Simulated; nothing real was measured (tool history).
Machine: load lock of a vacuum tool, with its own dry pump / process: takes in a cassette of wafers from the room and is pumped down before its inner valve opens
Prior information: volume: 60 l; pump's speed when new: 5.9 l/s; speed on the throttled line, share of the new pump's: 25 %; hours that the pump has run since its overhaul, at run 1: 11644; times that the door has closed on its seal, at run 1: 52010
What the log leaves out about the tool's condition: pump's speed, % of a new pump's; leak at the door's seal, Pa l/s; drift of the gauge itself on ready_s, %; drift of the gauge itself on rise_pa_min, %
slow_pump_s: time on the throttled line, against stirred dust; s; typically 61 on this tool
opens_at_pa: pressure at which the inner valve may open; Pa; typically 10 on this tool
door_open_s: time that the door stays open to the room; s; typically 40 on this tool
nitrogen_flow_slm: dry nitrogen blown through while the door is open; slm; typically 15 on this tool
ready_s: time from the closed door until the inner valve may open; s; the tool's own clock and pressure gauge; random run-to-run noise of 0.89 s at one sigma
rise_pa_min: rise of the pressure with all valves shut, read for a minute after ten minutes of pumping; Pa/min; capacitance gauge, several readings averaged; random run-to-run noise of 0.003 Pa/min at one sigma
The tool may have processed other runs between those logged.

run,hour,slow_pump_s,opens_at_pa,door_open_s,nitrogen_flow_slm,hours that the pump has run since its overhaul,times that the door has closed on its seal,"incoming humidity of the room's air, %",ready_s,rise_pa_min
1,0.0,61,10,40,15,11644,52010,48.0,140.5,0.023
2,254.4,61,7,40,15,11899,52697,44.7,144.7,0.025
3,639.2,61,7,40,15,12283,53738,46.5,145.4,0.026
4,1190.8,61,7,40,15,12835,55229,47.1,144.7,0.022
5,1694.3,119,10,40,15,13339,56590,47.9,182.2,0.019
6,2308.7,119,10,40,15,13953,58251,43.8,184.0,0.025
# hour 2627.2: dry pump taken out, an overhauled one fitted
7,2671.8,119,10,40,15,45,59217,45.4,183.1,0.027
8,3001.0,119,10,40,15,374,60107,46.7,184.8,0.024
9,3563.3,119,10,40,15,936,61627,45.4,185.0,0.025
10,4064.4,119,10,40,32,1437,62982,44.9,185.6,0.025
11,4668.6,119,10,40,32,2041,64615,44.9,183.5,0.022
12,5243.9,119,10,40,32,2617,66170,41.2,182.3,0.016
13,5821.5,61,10,40,10,3194,67732,44.3,139.7,0.023
14,6400.7,61,10,40,15,3773,69298,46.5,142.3,0.025
15,6916.5,61,9,40,15,4289,70692,45.8,141.0,0.030
16,7181.2,61,9,40,15,4554,71408,41.7,139.8,0.024
# hour 7569.5: door's seal changed, seat wiped
17,7594.6,61,9,40,15,4966,67,43.7,140.6,0.017
18,8207.5,61,9,40,15,5579,1724,44.7,141.7,0.021
19,8814.0,61,9,40,15,6185,3364,45.2,141.8,0.027
20,9200.9,61,9,40,15,6572,4410,43.0,142.1,0.020
21,9601.2,61,9,41,9,6973,5492,43.7,142.0,0.032
22,9995.8,106,16,108,42,7367,6559,44.2,169.3,0.016
23,10530.5,61,19,40,15,7902,8005,44.6,133.3,0.026
24,10920.9,61,19,40,15,8292,9060,42.0,134.0,0.025
25,11269.0,61,19,40,15,8640,10001,44.5,135.0,0.024
26,11758.2,67,12,226,15,9130,11324,45.2,143.8,0.043
27,12163.1,45,13,40,18,9534,12419,47.0,126.7,0.025
28,12575.5,45,20,152,18,9947,13533,41.8,121.9,0.031
29,13201.7,45,20,152,18,10573,15226,46.7,122.4,0.033
30,13723.1,52,9,40,15,11094,16636,45.9,137.0,0.021
31,14180.8,61,10,40,24,11552,17873,50.0,140.2,0.022
32,14642.0,52,10,44,14,12013,19120,46.1,135.1,0.021
33,15188.7,45,10,40,15,12560,20598,46.8,128.3,0.021
34,15747.2,39,10,40,17,13118,22108,42.0,123.9,0.020
35,16152.5,39,10,40,17,13524,23204,45.1,123.8,0.022
36,16551.6,39,10,40,17,13923,24283,46.4,126.3,0.023
# hour 16906.2: dry pump taken out, an overhauled one fitted
37,16927.7,39,10,40,17,21,25283,46.7,123.2,0.020

How the hidden state differs across the entries between the runs, from the last listed run before each to the first after it:
Logged between run 6 and run 7: dry pump taken out, an overhauled one fitted (hour 2627.2)
  pump's speed, % of a new pump's: 99.5 -> 100; leak at the door's seal, Pa l/s: 0.004 -> 0.0041
  difference, measured minus the result without the unlogged condition, rise_pa_min: +0.002 -> +0.003 Pa/min
Logged between run 16 and run 17: door's seal changed, seat wiped (hour 7569.5)
  leak at the door's seal, Pa l/s: 0.0048 -> 0.002
  difference, measured minus the result without the unlogged condition, rise_pa_min: +0.003 -> +0.000 Pa/min
Logged between run 36 and run 37: dry pump taken out, an overhauled one fitted (hour 16906.2)
  pump's speed, % of a new pump's: 99.5 -> 100
  difference, measured minus the result without the unlogged condition, rise_pa_min: +0.001 -> +0.000 Pa/min

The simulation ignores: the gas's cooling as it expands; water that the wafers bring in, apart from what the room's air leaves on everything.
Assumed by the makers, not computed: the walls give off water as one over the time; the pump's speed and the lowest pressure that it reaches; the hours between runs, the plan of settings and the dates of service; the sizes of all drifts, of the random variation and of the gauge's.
